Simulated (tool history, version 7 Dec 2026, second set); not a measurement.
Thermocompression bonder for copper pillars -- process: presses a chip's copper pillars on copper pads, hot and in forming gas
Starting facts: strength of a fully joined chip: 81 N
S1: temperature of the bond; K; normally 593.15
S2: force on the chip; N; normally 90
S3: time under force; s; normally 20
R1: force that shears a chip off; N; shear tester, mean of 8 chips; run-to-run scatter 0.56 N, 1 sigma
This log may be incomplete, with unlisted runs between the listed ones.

| run | day | S1 | S2 | S3 | R1 |
|---|---|---|---|---|---|
| 1 | 0 | 593.15 | 90 | 20 | 32.3 |
| 2 | 3.029 | 612.15 | 90 | 20 | 40.5 |
| 3 | 6.888 | 612.15 | 90 | 20 | 40 |
| 4 | 10.567 | 612.15 | 90 | 20 | 38.9 |
| 5 | 14.362 | 593.15 | 90 | 20 | 32.6 |
| 6 | 18.288 | 593.15 | 90 | 20 | 31.9 |
| 7 | 20.996 | 593.15 | 103 | 20 | 36.1 |
| 8 | 22.954 | 593.15 | 103 | 20 | 36.2 |
| 9 | 24.933 | 593.15 | 103 | 20 | 35.9 |
| 10 | 27.242 | 593.15 | 103 | 20 | 35 |
|  | 27.962 | forming gas filter changed |
| 11 | 31.088 | 593.15 | 103 | 20 | 39.2 |
|  | 34.338 | heater calibrated with a thermocouple chip |
| 12 | 34.996 | 579.15 | 90 | 20 | 25.1 |
| 13 | 38.879 | 579.15 | 90 | 20 | 25.2 |
| 14 | 42.104 | 579.15 | 90 | 20 | 25.4 |
| 15 | 45.608 | 579.15 | 90 | 20 | 24.3 |
| 16 | 49.129 | 593.15 | 90 | 20 | 29.2 |
| 17 | 51.738 | 593.15 | 90 | 20 | 29.4 |
| 18 | 53.575 | 593.15 | 90 | 20 | 28.6 |
| 19 | 55.383 | 593.15 | 90 | 20 | 28.6 |
|  | 57.662 | forming gas filter changed |
| 20 | 58.488 | 593.15 | 90 | 20 | 32.4 |
| 21 | 62.671 | 593.15 | 90 | 20 | 31.2 |
| 22 | 66.038 | 574.15 | 126 | 20 | 35.7 |
|  | 67.825 | force cell calibrated |
| 23 | 68.062 | 574.15 | 126 | 20 | 39.8 |
| 24 | 70.838 | 574.15 | 126 | 20 | 39.3 |
| 25 | 74.629 | 593.15 | 104 | 20 | 38.4 |
|  | 76.108 | heater calibrated with a thermocouple chip |
| 26 | 76.862 | 607.15 | 104 | 17 | 38.7 |
| 27 | 79.654 | 604.15 | 118 | 33 | 51.1 |
| 28 | 83.062 | 604.15 | 118 | 33 | 49.5 |
| 29 | 85.617 | 614.15 | 118 | 33 | 52.2 |
|  | 87.279 | forming gas filter changed |
| 30 | 88.838 | 587.15 | 94 | 20 | 32.3 |
| 31 | 90.654 | 587.15 | 94 | 20 | 31.4 |
| 32 | 92.404 | 587.15 | 94 | 20 | 32.1 |
| 33 | 94.175 | 574.15 | 101 | 44 | 38.6 |
| 34 | 97.171 | 568.15 | 75 | 32 | 23.1 |
| 35 | 100.612 | 593.15 | 86 | 18 | 29.9 |
| 36 | 103.517 | 592.15 | 60 | 25 | 22.4 |
| 37 | 106.412 | 592.15 | 60 | 25 | 21 |
| 38 | 110.362 | 593.15 | 90 | 21 | 32.6 |
| 39 | 114.3 | 597.15 | 88 | 20 | 31.9 |

4 ways to go on from here, each from the tool as it stands after run 39. What would each give?
|  | 116.771 | forming gas filter changed |
| A | 117.508 | 590.15 | 115 | 20 | ? |
|  | 116.771 | forming gas filter changed |
| B | 117.508 | 597.15 | 88 | 14 | ? |
|  | 116.771 | forming gas filter changed |
| C | 117.508 | 565.15 | 106 | 30 | ? |
|  | 116.771 | forming gas filter changed |
| D | 117.508 | 593.15 | 100 | 35 | ? |

| run | R1 |
|---|---|
| A | 42.6 |
| B | 30.6 |
| C | 34.5 |
| D | 46.6 |
With no hidden state in the tool, these same runs would have given:
| run | R1 |
|---|---|
| A | 41 |
| B | 29.3 |
| C | 32.8 |
| D | 45 |

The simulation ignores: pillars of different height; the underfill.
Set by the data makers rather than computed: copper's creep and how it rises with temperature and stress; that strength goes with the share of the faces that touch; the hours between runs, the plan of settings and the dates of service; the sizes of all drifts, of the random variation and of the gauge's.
